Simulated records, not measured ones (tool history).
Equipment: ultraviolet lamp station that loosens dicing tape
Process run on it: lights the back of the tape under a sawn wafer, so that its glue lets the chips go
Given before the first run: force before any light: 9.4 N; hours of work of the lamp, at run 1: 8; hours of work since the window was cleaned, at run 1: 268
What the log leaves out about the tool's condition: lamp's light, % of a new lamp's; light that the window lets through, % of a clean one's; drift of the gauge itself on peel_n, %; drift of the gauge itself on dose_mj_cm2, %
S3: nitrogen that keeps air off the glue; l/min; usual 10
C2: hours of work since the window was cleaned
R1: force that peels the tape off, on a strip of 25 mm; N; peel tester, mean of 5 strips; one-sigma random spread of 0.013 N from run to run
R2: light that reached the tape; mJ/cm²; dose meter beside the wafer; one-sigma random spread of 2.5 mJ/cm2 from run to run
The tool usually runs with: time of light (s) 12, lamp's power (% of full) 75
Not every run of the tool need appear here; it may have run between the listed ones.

run 1 hour=0 | time_of_light_(s)=12 lamp's_power_(%_of_full)=75 S3=10 | hours_of_work_of_the_lamp=8 C2=268 | R1=0.629 R2=301
run 2 hour=16.7 | time_of_light_(s)=12 lamp's_power_(%_of_full)=75 S3=10 | hours_of_work_of_the_lamp=18 C2=278 | R1=0.626 R2=299
run 3 hour=28 | time_of_light_(s)=12 lamp's_power_(%_of_full)=75 S3=10 | hours_of_work_of_the_lamp=25 C2=285 | R1=0.615 R2=300
-- hour=42.1 window cleaned of glue's vapour
run 4 hour=42.2 | time_of_light_(s)=12 lamp's_power_(%_of_full)=75 S3=10 | hours_of_work_of_the_lamp=33 C2=0 | R1=0.598 R2=299
run 5 hour=55.1 | time_of_light_(s)=12 lamp's_power_(%_of_full)=75 S3=10 | hours_of_work_of_the_lamp=41 C2=8 | R1=0.594 R2=302
run 6 hour=67.2 | time_of_light_(s)=12 lamp's_power_(%_of_full)=75 S3=10 | hours_of_work_of_the_lamp=48 C2=15 | R1=0.601 R2=303
run 7 hour=75.9 | time_of_light_(s)=12 lamp's_power_(%_of_full)=75 S3=10 | hours_of_work_of_the_lamp=54 C2=20 | R1=0.612 R2=303
run 8 hour=87.5 | time_of_light_(s)=12 lamp's_power_(%_of_full)=75 S3=10 | hours_of_work_of_the_lamp=61 C2=27 | R1=0.589 R2=299
run 9 hour=97.4 | time_of_light_(s)=12 lamp's_power_(%_of_full)=75 S3=10 | hours_of_work_of_the_lamp=67 C2=33 | R1=0.618 R2=296
run 10 hour=108.4 | time_of_light_(s)=12 lamp's_power_(%_of_full)=75 S3=10 | hours_of_work_of_the_lamp=73 C2=40 | R1=0.617 R2=306
run 11 hour=122.7 | time_of_light_(s)=12 lamp's_power_(%_of_full)=75 S3=10 | hours_of_work_of_the_lamp=82 C2=49 | R1=0.608 R2=306
run 12 hour=131.3 | time_of_light_(s)=14 lamp's_power_(%_of_full)=75 S3=10 | hours_of_work_of_the_lamp=87 C2=54 | R1=0.433 R2=355
run 13 hour=146.8 | time_of_light_(s)=14 lamp's_power_(%_of_full)=75 S3=10 | hours_of_work_of_the_lamp=96 C2=63 | R1=0.435 R2=350
run 14 hour=160.4 | time_of_light_(s)=12 lamp's_power_(%_of_full)=75 S3=10 | hours_of_work_of_the_lamp=105 C2=71 | R1=0.603 R2=302
run 15 hour=170 | time_of_light_(s)=12 lamp's_power_(%_of_full)=75 S3=10 | hours_of_work_of_the_lamp=110 C2=77 | R1=0.605 R2=299
run 16 hour=186.9 | time_of_light_(s)=12 lamp's_power_(%_of_full)=75 S3=10 | hours_of_work_of_the_lamp=121 C2=87 | R1=0.614 R2=303
run 17 hour=203.4 | time_of_light_(s)=19 lamp's_power_(%_of_full)=75 S3=10 | hours_of_work_of_the_lamp=131 C2=97 | R1=0.258 R2=472
run 18 hour=218.6 | time_of_light_(s)=19 lamp's_power_(%_of_full)=75 S3=10 | hours_of_work_of_the_lamp=140 C2=106 | R1=0.242 R2=480
run 19 hour=227.1 | time_of_light_(s)=19 lamp's_power_(%_of_full)=75 S3=10 | hours_of_work_of_the_lamp=145 C2=112 | R1=0.245 R2=476
run 20 hour=240.4 | time_of_light_(s)=9 lamp's_power_(%_of_full)=83 S3=18 | hours_of_work_of_the_lamp=153 C2=120 | R1=0.582 R2=253
run 21 hour=256.5 | time_of_light_(s)=9 lamp's_power_(%_of_full)=80 S3=5 | hours_of_work_of_the_lamp=163 C2=129 | R1=1.712 R2=239
run 22 hour=263.5 | time_of_light_(s)=7 lamp's_power_(%_of_full)=75 S3=10 | hours_of_work_of_the_lamp=167 C2=133 | R1=1.766 R2=175
run 23 hour=276.7 | time_of_light_(s)=7 lamp's_power_(%_of_full)=75 S3=17 | hours_of_work_of_the_lamp=175 C2=141 | R1=1.199 R2=173
run 24 hour=290.5 | time_of_light_(s)=7 lamp's_power_(%_of_full)=75 S3=17 | hours_of_work_of_the_lamp=183 C2=150 | R1=1.205 R2=177
run 25 hour=299.3 | time_of_light_(s)=12 lamp's_power_(%_of_full)=72 S3=3 | hours_of_work_of_the_lamp=188 C2=155 | R1=1.804 R2=288
run 26 hour=306.6 | time_of_light_(s)=16 lamp's_power_(%_of_full)=84 S3=3 | hours_of_work_of_the_lamp=193 C2=159 | R1=0.791 R2=449
run 27 hour=316.7 | time_of_light_(s)=9 lamp's_power_(%_of_full)=70 S3=5 | hours_of_work_of_the_lamp=199 C2=165 | R1=1.985 R2=211
run 28 hour=327.3 | time_of_light_(s)=7 lamp's_power_(%_of_full)=75 S3=17 | hours_of_work_of_the_lamp=205 C2=172 | R1=1.27 R2=175
run 29 hour=338.9 | time_of_light_(s)=7 lamp's_power_(%_of_full)=75 S3=17 | hours_of_work_of_the_lamp=212 C2=179 | R1=1.233 R2=178
run 30 hour=346 | time_of_light_(s)=13 lamp's_power_(%_of_full)=89 S3=6 | hours_of_work_of_the_lamp=216 C2=183 | R1=0.551 R2=386
run 31 hour=354.8 | time_of_light_(s)=13 lamp's_power_(%_of_full)=89 S3=6 | hours_of_work_of_the_lamp=222 C2=188 | R1=0.572 R2=388
run 32 hour=362.1 | time_of_light_(s)=15 lamp's_power_(%_of_full)=75 S3=18 | hours_of_work_of_the_lamp=226 C2=193 | R1=0.266 R2=377
run 33 hour=368.9 | time_of_light_(s)=12 lamp's_power_(%_of_full)=61 S3=10 | hours_of_work_of_the_lamp=230 C2=197 | R1=0.96 R2=244
run 34 hour=385.4 | time_of_light_(s)=12 lamp's_power_(%_of_full)=61 S3=10 | hours_of_work_of_the_lamp=240 C2=207 | R1=0.975 R2=242

What if the next run were any one of these 5? Each begins from the tool's condition after run 34:
run A hour=396.3 | time_of_light_(s)=12 lamp's_power_(%_of_full)=69 S3=10 | hours_of_work_of_the_lamp=247 C2=214 | R1=? R2=?
run B hour=396.3 | time_of_light_(s)=12 lamp's_power_(%_of_full)=60 S3=10 | hours_of_work_of_the_lamp=247 C2=214 | R1=? R2=?
run C hour=396.3 | time_of_light_(s)=18 lamp's_power_(%_of_full)=67 S3=5 | hours_of_work_of_the_lamp=247 C2=214 | R1=? R2=?
run D hour=396.3 | time_of_light_(s)=9 lamp's_power_(%_of_full)=75 S3=13 | hours_of_work_of_the_lamp=247 C2=214 | R1=? R2=?
run E hour=396.3 | time_of_light_(s)=12 lamp's_power_(%_of_full)=99 S3=10 | hours_of_work_of_the_lamp=247 C2=214 | R1=? R2=?

run=A R1=0.74 R2=276
run=B R1=0.987 R2=239
run=C R1=0.6 R2=401
run=D R1=0.889 R2=224
run=E R1=0.362 R2=396
Stripped of hidden state, with their random variation kept, the same runs would have yielded:
run=A R1=0.737 R2=276
run=B R1=0.984 R2=240
run=C R1=0.598 R2=401
run=D R1=0.886 R2=224
run=E R1=0.361 R2=397
